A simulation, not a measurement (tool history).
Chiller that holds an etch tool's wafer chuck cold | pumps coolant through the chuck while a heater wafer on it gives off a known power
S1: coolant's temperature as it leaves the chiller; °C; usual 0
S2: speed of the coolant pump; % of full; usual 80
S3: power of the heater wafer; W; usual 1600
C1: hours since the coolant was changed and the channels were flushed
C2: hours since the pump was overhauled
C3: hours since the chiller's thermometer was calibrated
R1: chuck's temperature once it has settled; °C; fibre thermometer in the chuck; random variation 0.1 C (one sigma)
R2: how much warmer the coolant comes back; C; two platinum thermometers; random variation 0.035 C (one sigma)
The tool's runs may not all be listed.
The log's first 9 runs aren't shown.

run	day	S1	S2	S3	C1	C2	C3	R1	R2
10	19.3	0	80	1600	2346	2556	1093	24	6.68
11	22.067	0	80	1600	2413	2622	1159	24.2	6.64
12	24.475	0	80	1600	2470	2680	1217	24.4	6.61
13	26.042	0	80	1600	2508	2718	1255	24.6	6.71
14	28.154	0	92	1600	2559	2768	1305	21.9	5.86
15	29.858	0	92	1600	2600	2809	1346	21.9	5.81
16	32.417	0	92	1600	2661	2871	1408	21.9	5.85
17	34.212	0	80	1600	2704	2914	1451	24.8	6.8
18	36.071	2	80	2363	2749	2958	1495	39	10.02
19	37.746	6	80	1461	2789	2998	1536	28.7	6.11
20	38.971	6	80	1461	2818	3028	1565	29	6.23
21	40.179	0	80	1305	2847	3057	1594	20.5	5.6
22	42.267	0	80	1305	2897	3107	1644	20.7	5.57
23	44.65	0	93	1748	2954	3164	1701	24.5	6.39
24	46.812	0	93	1748	3006	3216	1753	24.7	6.43
25	49.083	0	80	815	3061	3271	1808	13.1	3.54
26	51.658	0	82	1600	3123	3332	1870	25.4	6.73
27	54.15	-5	80	1345	3182	3392	1929	17	5.87
28	57.062	0	91	1113	3252	3462	1999	16.3	4.33
29	59.196	-4	80	1022	3304	3513	2050	12.8	4.46
30	61.95	-4	80	1022	3370	3579	2117	12.9	4.51
31	64.262	-4	80	1022	3425	3635	2172	13.1	4.53
32	66.167	-4	80	1022	3471	3681	2218	13.1	4.48
33	67.671	-9	74	1754	3507	3717	2254	22.8	8.39

3 ways to go on from here, each from the tool as it stands after run 33. What would each give?
# day 69.8: coolant pump overhauled
A	69.971	-7	80	1976	3557	4	2304	?	?
# day 69.8: coolant pump overhauled
B	69.971	2	77	1600	3557	4	2304	?	?
# day 69.8: coolant pump overhauled
C	69.971	-9	95	2104	3557	4	2304	?	?

run	R1	R2
A	21.4	7.26
B	25.8	6.09
C	17	6.46
Without the tool's hidden state the same runs would have given:
run	R1	R2
A	16.7	7.25
B	21.9	6.09
C	12.7	6.46
